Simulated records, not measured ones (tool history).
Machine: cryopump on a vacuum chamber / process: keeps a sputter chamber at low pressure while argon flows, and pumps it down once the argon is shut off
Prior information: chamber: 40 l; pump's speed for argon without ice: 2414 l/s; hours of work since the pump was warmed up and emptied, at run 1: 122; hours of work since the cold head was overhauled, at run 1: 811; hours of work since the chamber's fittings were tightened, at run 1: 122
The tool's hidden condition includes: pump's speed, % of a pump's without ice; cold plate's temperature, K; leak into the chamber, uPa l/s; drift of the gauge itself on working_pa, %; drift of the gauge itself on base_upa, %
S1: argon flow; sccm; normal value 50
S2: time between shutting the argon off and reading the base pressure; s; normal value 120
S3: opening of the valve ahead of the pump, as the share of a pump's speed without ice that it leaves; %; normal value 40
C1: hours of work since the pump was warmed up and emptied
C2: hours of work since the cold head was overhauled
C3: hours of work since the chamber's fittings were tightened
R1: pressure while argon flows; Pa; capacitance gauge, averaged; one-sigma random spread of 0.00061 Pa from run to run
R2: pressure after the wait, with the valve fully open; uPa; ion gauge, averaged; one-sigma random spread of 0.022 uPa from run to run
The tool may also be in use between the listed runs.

run 1 hour=0 | S1=50 S2=120 S3=40 | C1=122 C2=811 C3=122 | R1=0.0902 R2=0.61
run 2 hour=28.2 | S1=32 S2=120 S3=40 | C1=143 C2=832 C3=143 | R1=0.0578 R2=0.62
run 3 hour=56.9 | S1=50 S2=120 S3=40 | C1=164 C2=853 C3=164 | R1=0.0914 R2=0.63
run 4 hour=91.6 | S1=50 S2=120 S3=40 | C1=190 C2=879 C3=190 | R1=0.091 R2=0.65
run 5 hour=111.5 | S1=50 S2=120 S3=40 | C1=205 C2=894 C3=205 | R1=0.0909 R2=0.65
run 6 hour=133.2 | S1=50 S2=120 S3=56 | C1=221 C2=910 C3=221 | R1=0.067 R2=0.66
run 7 hour=167.1 | S1=50 S2=120 S3=56 | C1=246 C2=936 C3=246 | R1=0.0674 R2=0.64
run 8 hour=187.9 | S1=50 S2=120 S3=56 | C1=262 C2=951 C3=262 | R1=0.0683 R2=0.68
run 9 hour=208 | S1=50 S2=120 S3=17 | C1=277 C2=966 C3=277 | R1=0.2118 R2=0.67
run 10 hour=233 | S1=50 S2=120 S3=40 | C1=295 C2=985 C3=295 | R1=0.0933 R2=0.67
run 11 hour=272.9 | S1=50 S2=120 S3=40 | C1=325 C2=1015 C3=325 | R1=0.0937 R2=0.7
run 12 hour=305.2 | S1=50 S2=120 S3=35 | C1=349 C2=1039 C3=349 | R1=0.1072 R2=0.72
run 13 hour=345.3 | S1=50 S2=120 S3=35 | C1=379 C2=1069 C3=379 | R1=0.1084 R2=0.74
run 14 hour=368 | S1=50 S2=120 S3=35 | C1=396 C2=1085 C3=396 | R1=0.1073 R2=0.74
run 15 hour=403 | S1=50 S2=120 S3=35 | C1=422 C2=1112 C3=422 | R1=0.1087 R2=0.76
run 16 hour=428.9 | S1=50 S2=120 S3=40 | C1=441 C2=1131 C3=441 | R1=0.0962 R2=0.76
run 17 hour=453.3 | S1=83 S2=120 S3=40 | C1=460 C2=1149 C3=460 | R1=0.1607 R2=0.78
run 18 hour=482 | S1=83 S2=238 S3=19 | C1=481 C2=1171 C3=481 | R1=0.3216 R2=0.58
run 19 hour=505 | S1=24 S2=159 S3=40 | C1=498 C2=1188 C3=498 | R1=0.0469 R2=0.74
run 20 hour=525.3 | S1=24 S2=159 S3=40 | C1=513 C2=1203 C3=513 | R1=0.0476 R2=0.72
run 21 hour=551.6 | S1=24 S2=159 S3=40 | C1=533 C2=1222 C3=533 | R1=0.0466 R2=0.72
run 22 hour=586.1 | S1=24 S2=159 S3=40 | C1=559 C2=1248 C3=559 | R1=0.0473 R2=0.74
run 23 hour=624.8 | S1=24 S2=159 S3=40 | C1=587 C2=1277 C3=587 | R1=0.0489 R2=0.73
run 24 hour=655.7 | S1=89 S2=84 S3=39 | C1=611 C2=1300 C3=611 | R1=0.1832 R2=1.02
run 25 hour=672.3 | S1=89 S2=84 S3=39 | C1=623 C2=1312 C3=623 | R1=0.186 R2=1.06
run 26 hour=701.3 | S1=24 S2=51 S3=53 | C1=645 C2=1334 C3=645 | R1=0.0392 R2=1.41
run 27 hour=719.3 | S1=24 S2=51 S3=53 | C1=658 C2=1347 C3=658 | R1=0.0394 R2=1.44
-- hour=730.9 pump warmed up, emptied and cooled again
run 28 hour=741.6 | S1=52 S2=37 S3=38 | C1=8 C2=1360 C3=671 | R1=0.097 R2=1.69
run 29 hour=765.3 | S1=40 S2=82 S3=29 | C1=26 C2=1378 C3=689 | R1=0.0973 R2=0.92
run 30 hour=787.3 | S1=40 S2=82 S3=29 | C1=42 C2=1394 C3=705 | R1=0.0978 R2=0.94
run 31 hour=816.1 | S1=40 S2=82 S3=29 | C1=64 C2=1416 C3=726 | R1=0.0978 R2=0.97

Predict the results of run 32:
run 32 hour=853.9 | S1=40 S2=82 S3=29 | C1=92 C2=1444 C3=755 | R1=? R2=?

R1: 0.098 Pa
R2: 1.01 uPa
Take away the tool's hidden state, keep the run-to-run variation as it was, and the same run would have given R1 0.0964 Pa, R2 0.72 uPa.
